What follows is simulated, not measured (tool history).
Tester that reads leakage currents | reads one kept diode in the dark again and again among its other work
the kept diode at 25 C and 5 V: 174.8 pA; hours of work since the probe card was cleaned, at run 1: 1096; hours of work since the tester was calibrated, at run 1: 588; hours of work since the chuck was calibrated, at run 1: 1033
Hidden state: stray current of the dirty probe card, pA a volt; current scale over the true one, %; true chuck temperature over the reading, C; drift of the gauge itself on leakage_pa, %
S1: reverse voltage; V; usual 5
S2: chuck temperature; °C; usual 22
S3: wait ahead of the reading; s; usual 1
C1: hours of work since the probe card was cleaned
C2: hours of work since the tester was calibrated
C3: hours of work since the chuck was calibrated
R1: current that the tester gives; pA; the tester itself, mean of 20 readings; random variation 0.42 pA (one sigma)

run,day,S1,S2,S3,C1,C2,C3,R1
1,0,5,22,1,1096,588,1033,129.88
2,0.733,5,22,1,1106,598,1043,129.51
3,2.038,5,22,1,1122,614,1060,129.25
4,2.871,5,22,1,1133,625,1070,128.71
5,3.696,5.32,22,1,1144,636,1081,130.53
6,4.946,5.32,37,1,1160,652,1097,429.24
7,5.871,5.32,37,1,1172,664,1109,426.97
8,7,5,22,1,1186,678,1123,128.34
9,8.342,1.72,22,1,1203,695,1141,91.84
10,9.083,1.72,22,1,1213,705,1150,92.03
11,9.846,5,22,0.51,1223,715,1160,129.43
12,10.875,5,22,0.51,1236,728,1173,129.37
13,12.017,5,22,0.51,1251,743,1188,129.09
14,13.096,5,22,0.51,1264,756,1202,129.1
15,13.675,1.31,37,8.33,1272,764,1209,277.05
16,14.375,1.31,37,8.33,1281,773,1218,276.09
17,15.121,13.69,22,1.2,1290,782,1228,177
18,16.367,1.06,22,1.2,1306,798,1244,78.13
19,17.708,1.06,22,1.2,1324,816,1261,78.44
20,18.808,1.06,22,1.2,1338,830,1275,77.85
21,19.933,1.06,22,0.52,1352,844,1289,78.28
22,20.754,1.06,22,0.52,1363,855,1300,78.08
23,21.725,14.36,35,5.3,1375,867,1312,493.26
24,22.271,18.82,25,0.68,1382,874,1319,251.95
25,22.917,5,32,0.94,1391,883,1328,280.6
26,24.083,1.18,34,0.49,1406,898,1343,211.06
27,25.304,7.51,34,0.49,1421,913,1358,374.61
28,26.133,7.51,34,0.49,1432,924,1369,373.78

Forecast each of these 4 alternatives for the next run:
A,27.479,1.66,36,3.78,1449,941,1386,?
B,27.479,14.16,27,1.44,1449,941,1386,?
C,27.479,1.45,37,0.83,1449,941,1386,?
D,27.479,3.31,22,0.5,1449,941,1386,?

run,R1
A,271.54
B,265.01
C,282.06
D,111.75
Without the tool's hidden state the same runs would have given:
run,R1
A,297.66
B,285.99
C,309.09
D,122.21
